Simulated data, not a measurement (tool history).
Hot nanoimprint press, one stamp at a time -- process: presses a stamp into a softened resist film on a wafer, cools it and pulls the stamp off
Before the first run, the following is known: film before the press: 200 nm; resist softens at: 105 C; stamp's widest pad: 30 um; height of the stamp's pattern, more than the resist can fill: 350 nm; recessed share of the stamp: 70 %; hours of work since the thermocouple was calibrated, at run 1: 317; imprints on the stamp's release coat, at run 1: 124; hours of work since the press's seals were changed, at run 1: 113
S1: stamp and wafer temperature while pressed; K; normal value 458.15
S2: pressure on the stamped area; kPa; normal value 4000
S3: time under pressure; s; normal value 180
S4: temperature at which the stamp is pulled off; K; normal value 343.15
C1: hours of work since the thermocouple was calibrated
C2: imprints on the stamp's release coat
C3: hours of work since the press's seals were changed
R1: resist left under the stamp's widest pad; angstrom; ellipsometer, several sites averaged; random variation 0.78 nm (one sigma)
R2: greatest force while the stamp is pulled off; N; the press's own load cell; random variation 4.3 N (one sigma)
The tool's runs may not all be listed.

{"run": 1, "day": 0.0, "S1": 458.15, "S2": 4000, "S3": 180, "S4": 343.15, "C1": 317, "C2": 124, "C3": 113, "R1": 1159, "R2": 213}
{"run": 2, "day": 0.279, "S1": 458.15, "S2": 4000, "S3": 180, "S4": 343.15, "C1": 320, "C2": 140, "C3": 115, "R1": 1149, "R2": 217}
{"run": 3, "day": 0.554, "S1": 458.15, "S2": 4000, "S3": 180, "S4": 343.15, "C1": 322, "C2": 156, "C3": 118, "R1": 1164, "R2": 220}
{"run": 4, "day": 0.933, "S1": 458.15, "S2": 2910, "S3": 180, "S4": 343.15, "C1": 326, "C2": 177, "C3": 122, "R1": 1322, "R2": 209}
{"run": 5, "day": 1.096, "S1": 448.15, "S2": 4000, "S3": 180, "S4": 343.15, "C1": 328, "C2": 186, "C3": 124, "R1": 1465, "R2": 221}
{"run": 6, "day": 1.462, "S1": 448.15, "S2": 4000, "S3": 180, "S4": 343.15, "C1": 331, "C2": 207, "C3": 127, "R1": 1468, "R2": 224}
{"run": 7, "day": 1.667, "S1": 458.15, "S2": 4000, "S3": 180, "S4": 343.15, "C1": 333, "C2": 219, "C3": 129, "R1": 1146, "R2": 216}
{"run": 8, "day": 1.933, "S1": 458.15, "S2": 4000, "S3": 180, "S4": 343.15, "C1": 336, "C2": 234, "C3": 132, "R1": 1164, "R2": 217}
{"run": 9, "day": 2.325, "S1": 458.15, "S2": 4000, "S3": 180, "S4": 343.15, "C1": 340, "C2": 256, "C3": 136, "R1": 1151, "R2": 216}
{"run": 10, "day": 2.704, "S1": 458.15, "S2": 4000, "S3": 180, "S4": 343.15, "C1": 344, "C2": 278, "C3": 140, "R1": 1166, "R2": 221}
{"run": 11, "day": 3.038, "S1": 458.15, "S2": 4000, "S3": 180, "S4": 343.15, "C1": 347, "C2": 297, "C3": 143, "R1": 1146, "R2": 222}
{"run": 12, "day": 3.304, "S1": 463.15, "S2": 4000, "S3": 180, "S4": 343.15, "C1": 350, "C2": 312, "C3": 146, "R1": 998, "R2": 221}
{"run": 13, "day": 3.679, "S1": 463.15, "S2": 4000, "S3": 180, "S4": 343.15, "C1": 354, "C2": 333, "C3": 149, "R1": 1017, "R2": 220}
{"run": 14, "day": 4.038, "S1": 458.15, "S2": 4000, "S3": 180, "S4": 343.15, "C1": 357, "C2": 354, "C3": 153, "R1": 1150, "R2": 223}
{"day": 4.25, "done": "plate thermocouple calibrated"}
{"run": 15, "day": 4.396, "S1": 458.15, "S2": 4000, "S3": 180, "S4": 343.15, "C1": 1, "C2": 367, "C3": 155, "R1": 1129, "R2": 227}
{"run": 16, "day": 4.579, "S1": 458.15, "S2": 4000, "S3": 180, "S4": 343.15, "C1": 3, "C2": 377, "C3": 157, "R1": 1127, "R2": 218}
{"run": 17, "day": 4.779, "S1": 458.15, "S2": 3090, "S3": 180, "S4": 343.15, "C1": 5, "C2": 389, "C3": 159, "R1": 1238, "R2": 216}
{"run": 18, "day": 5.125, "S1": 468.15, "S2": 4420, "S3": 105, "S4": 347.15, "C1": 9, "C2": 408, "C3": 162, "R1": 968, "R2": 210}
{"run": 19, "day": 5.496, "S1": 468.15, "S2": 4420, "S3": 105, "S4": 347.15, "C1": 12, "C2": 430, "C3": 166, "R1": 975, "R2": 210}
{"run": 20, "day": 5.854, "S1": 458.15, "S2": 4000, "S3": 135, "S4": 343.15, "C1": 16, "C2": 450, "C3": 170, "R1": 1224, "R2": 215}
{"run": 21, "day": 6.096, "S1": 450.15, "S2": 3360, "S3": 135, "S4": 343.15, "C1": 18, "C2": 464, "C3": 172, "R1": 1554, "R2": 214}
{"run": 22, "day": 6.3, "S1": 458.15, "S2": 4270, "S3": 180, "S4": 332.15, "C1": 20, "C2": 475, "C3": 174, "R1": 1085, "R2": 245}
{"run": 23, "day": 6.658, "S1": 461.15, "S2": 3740, "S3": 180, "S4": 337.15, "C1": 24, "C2": 496, "C3": 178, "R1": 1063, "R2": 237}
{"run": 24, "day": 6.992, "S1": 461.15, "S2": 3740, "S3": 180, "S4": 337.15, "C1": 27, "C2": 515, "C3": 181, "R1": 1073, "R2": 247}
{"run": 25, "day": 7.279, "S1": 461.15, "S2": 3740, "S3": 180, "S4": 337.15, "C1": 30, "C2": 531, "C3": 184, "R1": 1055, "R2": 237}
{"run": 26, "day": 7.483, "S1": 458.15, "S2": 4000, "S3": 295, "S4": 343.15, "C1": 32, "C2": 542, "C3": 186, "R1": 955, "R2": 225}
{"run": 27, "day": 7.712, "S1": 458.15, "S2": 4000, "S3": 295, "S4": 343.15, "C1": 35, "C2": 556, "C3": 188, "R1": 947, "R2": 220}
{"run": 28, "day": 8.096, "S1": 453.15, "S2": 5760, "S3": 295, "S4": 343.15, "C1": 38, "C2": 577, "C3": 192, "R1": 935, "R2": 221}
{"run": 29, "day": 8.492, "S1": 458.15, "S2": 2450, "S3": 97, "S4": 343.15, "C1": 42, "C2": 600, "C3": 196, "R1": 1554, "R2": 222}
{"run": 30, "day": 8.833, "S1": 458.15, "S2": 4950, "S3": 197, "S4": 340.15, "C1": 46, "C2": 619, "C3": 199, "R1": 990, "R2": 228}
{"run": 31, "day": 9.104, "S1": 458.15, "S2": 4950, "S3": 197, "S4": 340.15, "C1": 48, "C2": 635, "C3": 202, "R1": 978, "R2": 233}

What if the next run were any one of these 3? Each begins from the tool's condition after run 31:
{"run": "A", "day": 9.354, "S1": 459.15, "S2": 4950, "S3": 197, "S4": 340.15, "C1": 51, "C2": 649, "C3": 205, "R1": "?", "R2": "?"}
{"run": "B", "day": 9.354, "S1": 458.15, "S2": 4000, "S3": 119, "S4": 343.15, "C1": 51, "C2": 649, "C3": 205, "R1": "?", "R2": "?"}
{"run": "C", "day": 9.354, "S1": 458.15, "S2": 5000, "S3": 180, "S4": 343.15, "C1": 51, "C2": 649, "C3": 205, "R1": "?", "R2": "?"}

run=A R1=960 R2=228
run=B R1=1281 R2=231
run=C R1=1018 R2=217
What these runs would have given with no unlogged condition in the tool:
run=A R1=950 R2=215
run=B R1=1272 R2=217
run=C R1=1008 R2=204
